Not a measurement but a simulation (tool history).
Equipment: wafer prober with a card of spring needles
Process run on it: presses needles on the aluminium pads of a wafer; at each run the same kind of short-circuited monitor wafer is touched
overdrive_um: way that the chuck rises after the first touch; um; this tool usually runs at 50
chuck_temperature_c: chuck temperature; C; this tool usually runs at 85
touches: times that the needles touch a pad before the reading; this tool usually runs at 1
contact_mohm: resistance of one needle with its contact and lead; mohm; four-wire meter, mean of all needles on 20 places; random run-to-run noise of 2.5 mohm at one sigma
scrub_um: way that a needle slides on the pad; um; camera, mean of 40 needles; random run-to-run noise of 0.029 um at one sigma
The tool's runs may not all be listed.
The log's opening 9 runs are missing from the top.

run	hour	overdrive_um	chuck_temperature_c	touches	touches since the tips were cleaned	cleanings since the card got new needles	touches since the first contact's height was set	contact_mohm	scrub_um
10	185	56	85	1	6618	17	41159	318	7.93
# hour 190.3: tips cleaned on abrasive film
11	206.6	56	85	1	4968	18	47712	313	7.79
# hour 216.2: tips cleaned on abrasive film
12	230.4	56	85	1	4305	19	54916	314	7.81
# hour 243.1: tips cleaned on abrasive film
13	253.9	50	85	1	3288	20	62048	325	6.96
# hour 269.4: tips cleaned on abrasive film
14	273.1	50	85	1	1126	21	67872	308	6.92
15	289	50	55	1	5945	21	72691	320	6.94
# hour 296.4: tips cleaned on abrasive film
16	310.5	50	55	1	4289	22	79217	318	6.98
# hour 323.1: tips cleaned on abrasive film
17	327.5	50	55	1	1317	23	84346	297	6.91
# hour 349.5: tips cleaned on abrasive film
18	351.1	50	85	2	460	24	91494	300	6.9
19	369.3	49	31	2	6002	24	97036	303	6.75
# hour 375.3: tips cleaned on abrasive film
20	389.6	55	116	1	4368	25	103202	331	7.65
# hour 401.7: tips cleaned on abrasive film
# hour 407.9: height of the first contact set anew
21	412.8	63	34	1	3266	26	1488	292	8.96
# hour 427.8: tips cleaned on abrasive film
22	431	35	69	3	967	27	7000	314	4.93
23	449.1	55	76	1	6487	27	12520	318	7.73
# hour 453.6: tips cleaned on abrasive film
24	468.7	50	85	1	4596	28	18455	321	7.09
# hour 480.4: tips cleaned on abrasive film
25	488.7	42	46	1	2542	29	24515	315	5.91
# hour 506.5: tips cleaned on abrasive film
26	511.3	50	49	1	1474	30	31362	299	7.05
27	527.3	50	85	2	6324	30	36212	316	7.12
# hour 533.8: tips cleaned on abrasive film
28	545.7	59	35	3	3607	31	41772	283	8.29
# hour 561.3: tips cleaned on abrasive film
29	569.2	59	35	3	2404	32	48909	278	8.34
# hour 587.9: tips cleaned on abrasive film
30	594.4	59	81	3	1962	33	56531	299	8.27
# hour 614.2: tips cleaned on abrasive film
31	619.9	59	81	3	1747	34	64284	298	8.24
32	632.5	69	25	1	5571	34	68108	282	9.67
# hour 640.7: tips cleaned on abrasive film
33	642.9	50	85	2	669	35	71259	302	6.96

Below are 3 alternative next runs, each starting from the tool's condition after run 33. Predict each:
A	654.3	50	34	1	4123	35	74713	?	?
B	654.3	62	82	2	4123	35	74713	?	?
C	654.3	70	68	2	4123	35	74713	?	?

run	contact_mohm	scrub_um
A	319	7
B	300	8.64
C	287	9.77
With no hidden state in the tool, these same runs would have given:
run	contact_mohm	scrub_um
A	283	7.14
B	286	8.78
C	276	9.91

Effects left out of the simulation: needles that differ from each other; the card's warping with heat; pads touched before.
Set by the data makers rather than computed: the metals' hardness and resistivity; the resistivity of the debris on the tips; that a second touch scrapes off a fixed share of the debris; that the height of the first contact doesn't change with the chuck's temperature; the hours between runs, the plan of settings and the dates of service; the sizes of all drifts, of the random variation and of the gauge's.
